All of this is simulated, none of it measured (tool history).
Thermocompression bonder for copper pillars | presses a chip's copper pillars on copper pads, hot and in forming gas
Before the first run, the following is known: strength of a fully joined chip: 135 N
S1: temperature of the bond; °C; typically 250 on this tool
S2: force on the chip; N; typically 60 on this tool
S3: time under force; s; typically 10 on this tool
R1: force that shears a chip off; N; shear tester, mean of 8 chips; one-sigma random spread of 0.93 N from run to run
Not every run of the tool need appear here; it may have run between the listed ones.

| run | day | S1 | S2 | S3 | R1 |
|---|---|---|---|---|---|
| 1 | 0 | 250 | 60 | 10 | 76.9 |
| 2 | 0.208 | 250 | 60 | 10 | 78.5 |
| 3 | 0.604 | 250 | 60 | 10 | 75.8 |
| 4 | 0.9 | 250 | 60 | 10 | 77.5 |
| 5 | 1.071 | 250 | 38 | 10 | 54.4 |
| 6 | 1.296 | 250 | 38 | 10 | 53.8 |
| 7 | 1.625 | 250 | 38 | 10 | 54.4 |
| 8 | 1.858 | 250 | 38 | 10 | 54.4 |
| 9 | 2.067 | 250 | 38 | 10 | 55 |
| 10 | 2.483 | 250 | 38 | 10 | 56.1 |
| 11 | 2.721 | 250 | 38 | 10 | 54 |
| 12 | 2.933 | 250 | 60 | 10 | 75.6 |
| 13 | 3.108 | 250 | 60 | 10 | 77.2 |
| 14 | 3.421 | 250 | 60 | 10 | 75.8 |
| 15 | 3.738 | 250 | 60 | 10 | 76.1 |
| 16 | 4.075 | 250 | 60 | 10 | 76.6 |
| 17 | 4.346 | 250 | 60 | 10 | 77 |
| 18 | 4.742 | 259 | 60 | 10 | 84.5 |
| 19 | 5.154 | 250 | 60 | 10 | 77.3 |
| 20 | 5.388 | 280 | 60 | 10 | 100.2 |
| 21 | 5.796 | 280 | 60 | 10 | 101.6 |
| 22 | 6.2 | 244 | 60 | 10 | 70.7 |
| 23 | 6.625 | 238 | 77 | 10 | 78.2 |
| 24 | 6.921 | 231 | 70 | 24 | 86.6 |
| 25 | 7.208 | 253 | 38 | 5 | 41.9 |
| 26 | 7.479 | 225 | 69 | 21 | 77.3 |
| 27 | 7.738 | 236 | 69 | 5 | 55.3 |
| 28 | 7.962 | 247 | 61 | 5 | 58 |
| 29 | 8.238 | 247 | 61 | 12 | 78.1 |
| 30 | 8.412 | 271 | 56 | 30 | 112.9 |
| 31 | 8.642 | 271 | 56 | 30 | 111.6 |
| 32 | 9.008 | 244 | 66 | 10 | 74.6 |
| 33 | 9.242 | 244 | 66 | 10 | 72.5 |
| 34 | 9.429 | 244 | 66 | 10 | 74.2 |
| 35 | 9.671 | 260 | 66 | 10 | 87.4 |
| 36 | 9.908 | 260 | 66 | 10 | 88.9 |
| 37 | 10.229 | 260 | 66 | 10 | 88.5 |
| 38 | 10.5 | 250 | 60 | 6 | 63.7 |
| 39 | 10.875 | 254 | 60 | 14 | 86.5 |
| 40 | 11.117 | 258 | 45 | 10 | 65.9 |

Table of differences, measured result less the result of that run with no hidden state. Run-to-run variation is the same in both. Gauge scatter possibly is not:
Hidden state at play: true temperature of the bond over the reading, C; force that reaches the chip, % of what is set; oxide that the forming gas leaves, % of the face; drift of the gauge itself on shear_n, %.
| run | R1 |
|---|---|
| 1 | -2.8 |
| 2 | -2.9 |
| 3 | -2.8 |
| 4 | -3 |
| 5 | -2.5 |
| 6 | -2.5 |
| 7 | -2.6 |
| 8 | -2.6 |
| 9 | -2.7 |
| 10 | -2.7 |
| 11 | -2.8 |
| 12 | -3.4 |
| 13 | -3.5 |
| 14 | -3.6 |
| 15 | -3.7 |
| 16 | -3.8 |
| 17 | -3.8 |
| 18 | -4 |
| 19 | -4.1 |
| 20 | -4.1 |
| 21 | -4.2 |
| 22 | -4.3 |
| 23 | -4.6 |
| 24 | -5 |
| 25 | -3 |
| 26 | -5.1 |
| 27 | -4 |
| 28 | -3.9 |
| 29 | -4.9 |
| 30 | -4.9 |
| 31 | -4.9 |
| 32 | -4.9 |
| 33 | -5 |
| 34 | -5.1 |
| 35 | -5.3 |
| 36 | -5.5 |
| 37 | -5.5 |
| 38 | -4.8 |
| 39 | -5.8 |
| 40 | -4.9 |

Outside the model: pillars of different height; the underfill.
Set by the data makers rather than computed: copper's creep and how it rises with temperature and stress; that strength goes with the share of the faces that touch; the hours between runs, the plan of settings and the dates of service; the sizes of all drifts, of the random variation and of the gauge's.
